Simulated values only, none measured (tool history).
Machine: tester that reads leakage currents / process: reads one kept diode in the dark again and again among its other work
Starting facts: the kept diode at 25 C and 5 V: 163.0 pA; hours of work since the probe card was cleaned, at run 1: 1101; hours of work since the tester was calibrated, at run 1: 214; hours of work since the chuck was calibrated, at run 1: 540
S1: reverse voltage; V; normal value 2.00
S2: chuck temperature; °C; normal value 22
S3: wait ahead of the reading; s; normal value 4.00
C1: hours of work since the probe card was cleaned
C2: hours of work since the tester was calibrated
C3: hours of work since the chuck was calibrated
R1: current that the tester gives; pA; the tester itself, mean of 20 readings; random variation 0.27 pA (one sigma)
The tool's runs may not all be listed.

| run | hour | S1 | S2 | S3 | C1 | C2 | C3 | R1 |
|---|---|---|---|---|---|---|---|---|
| 1 | 0.0 | 2.00 | 22 | 4.00 | 1101 | 214 | 540 | 82.64 |
| 2 | 40.4 | 2.00 | 22 | 4.00 | 1126 | 239 | 565 | 82.71 |
| 3 | 63.3 | 2.00 | 22 | 4.00 | 1140 | 253 | 579 | 82.78 |
| 4 | 113.9 | 2.00 | 22 | 4.88 | 1171 | 284 | 611 | 82.61 |
| 5 | 164.6 | 2.00 | 22 | 4.88 | 1202 | 315 | 642 | 81.88 |
| 6 | 186.4 | 2.00 | 22 | 4.88 | 1215 | 329 | 655 | 81.85 |
| 7 | 223.7 | 2.00 | 42 | 4.00 | 1238 | 352 | 678 | 440.59 |
| 8 | 260.9 | 5.40 | 42 | 4.00 | 1261 | 375 | 701 | 645.99 |
| 9 | 285.0 | 2.00 | 22 | 4.00 | 1276 | 390 | 716 | 81.40 |
| 10 | 307.1 | 13.92 | 22 | 4.00 | 1290 | 403 | 730 | 183.20 |
| 11 | 354.5 | 13.92 | 22 | 4.00 | 1319 | 432 | 759 | 182.05 |
| 12 | 385.8 | 13.92 | 22 | 4.00 | 1338 | 452 | 778 | 181.60 |
| 13 | 411.7 | 13.92 | 22 | 4.00 | 1354 | 468 | 794 | 181.79 |
| 14 | 450.3 | 2.00 | 51 | 4.00 | 1378 | 491 | 818 | 872.10 |
| 15 | 483.6 | 2.00 | 30 | 4.00 | 1399 | 512 | 839 | 160.73 |
| 16 | 535.9 | 2.00 | 30 | 4.00 | 1431 | 544 | 871 | 159.95 |
| 17 | 567.5 | 2.00 | 22 | 5.70 | 1450 | 564 | 890 | 79.83 |
| 18 | 609.1 | 2.00 | 22 | 5.70 | 1476 | 589 | 916 | 79.47 |
| 19 | 659.9 | 1.74 | 58 | 5.70 | 1507 | 621 | 947 | 1368.46 |
|  | 666.8 | probe card cleaned and baked |
| 20 | 714.3 | 1.74 | 58 | 5.70 | 29 | 652 | 979 | 1368.45 |
| 21 | 757.6 | 1.74 | 23 | 1.29 | 56 | 679 | 1006 | 82.46 |
| 22 | 790.4 | 1.74 | 23 | 1.29 | 76 | 699 | 1026 | 81.97 |
| 23 | 841.0 | 9.86 | 33 | 1.14 | 107 | 730 | 1057 | 388.56 |
| 24 | 866.5 | 1.21 | 41 | 1.35 | 123 | 746 | 1073 | 319.48 |
| 25 | 907.6 | 1.21 | 58 | 2.40 | 148 | 772 | 1098 | 1164.88 |
|  | 932.5 | probe card cleaned and baked, once more |
| 26 | 946.5 | 3.33 | 27 | 2.92 | 9 | 794 | 1120 | 141.90 |
| 27 | 987.5 | 5.29 | 43 | 7.86 | 34 | 819 | 1145 | 650.90 |
| 28 | 1015.0 | 12.07 | 22 | 1.51 | 51 | 836 | 1162 | 149.94 |
| 29 | 1061.4 | 12.07 | 22 | 1.51 | 80 | 865 | 1191 | 150.42 |
| 30 | 1087.0 | 12.03 | 22 | 4.00 | 95 | 880 | 1207 | 147.53 |
| 31 | 1118.1 | 12.03 | 50 | 1.17 | 114 | 899 | 1226 | 1528.22 |
| 32 | 1163.7 | 1.36 | 50 | 7.88 | 143 | 928 | 1254 | 655.74 |
| 33 | 1194.7 | 2.00 | 22 | 5.85 | 162 | 947 | 1273 | 73.42 |
| 34 | 1226.5 | 2.59 | 47 | 4.82 | 181 | 966 | 1293 | 667.05 |
| 35 | 1259.6 | 2.59 | 53 | 2.60 | 202 | 987 | 1313 | 1043.28 |
| 36 | 1285.5 | 2.59 | 53 | 2.60 | 218 | 1003 | 1329 | 1048.49 |

3 options for the next run, each taken on its own from the tool as it stands now. Forecast them:
| A | 1330.4 | 7.53 | 53 | 5.73 | 245 | 1030 | 1357 | ? |
| B | 1330.4 | 1.43 | 22 | 0.95 | 245 | 1030 | 1357 | ? |
| C | 1330.4 | 13.70 | 39 | 4.00 | 245 | 1030 | 1357 | ? |

| run | R1 |
|---|---|
| A | 1577.12 |
| B | 63.84 |
| C | 664.56 |
With no hidden state in the tool, these same runs would have given:
| run | R1 |
|---|---|
| A | 1850.66 |
| B | 77.38 |
| C | 789.13 |
